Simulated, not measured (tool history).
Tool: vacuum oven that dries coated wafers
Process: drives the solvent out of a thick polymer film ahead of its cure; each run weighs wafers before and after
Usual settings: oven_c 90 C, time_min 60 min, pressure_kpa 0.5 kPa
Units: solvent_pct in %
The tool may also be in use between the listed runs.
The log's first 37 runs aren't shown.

run,hour,oven_c,time_min,pressure_kpa,hours of work since the thermocouples were calibrated,hours of work since the vacuum gauge was cleaned of residue,solvent_pct
38,1666.5,80,39,0.273,1609,2104,9.14
39,1719.8,97,31,0.605,1649,2145,2.5
# hour 1781.5: oven's thermocouples calibrated
40,1785.5,97,31,0.605,3,2193,1.79
41,1827.3,93,32,0.594,35,2225,2.93
42,1863.5,77,48,0.475,63,2253,8.3
43,1912.6,77,59,0.955,100,2290,7.15
44,1965.2,77,33,0.955,140,2331,10.81
45,2000.6,84,47,0.593,167,2358,4.76
46,2053.1,79,60,0.37,207,2398,5.68
47,2100.1,90,69,0.484,243,2434,1.24
48,2136.4,95,60,0.623,271,2461,0.77

Forecast each of these 3 alternatives for the next run:
A,2178.8,80,34,0.539,303,2494,?
B,2178.8,95,60,0.623,303,2494,?
C,2178.8,78,95,0.443,303,2494,?

run,solvent_pct
A,9.12
B,0.88
C,3.65
Without the tool's hidden state the same runs would have given:
run,solvent_pct
A,8.46
B,0.47
C,2.81
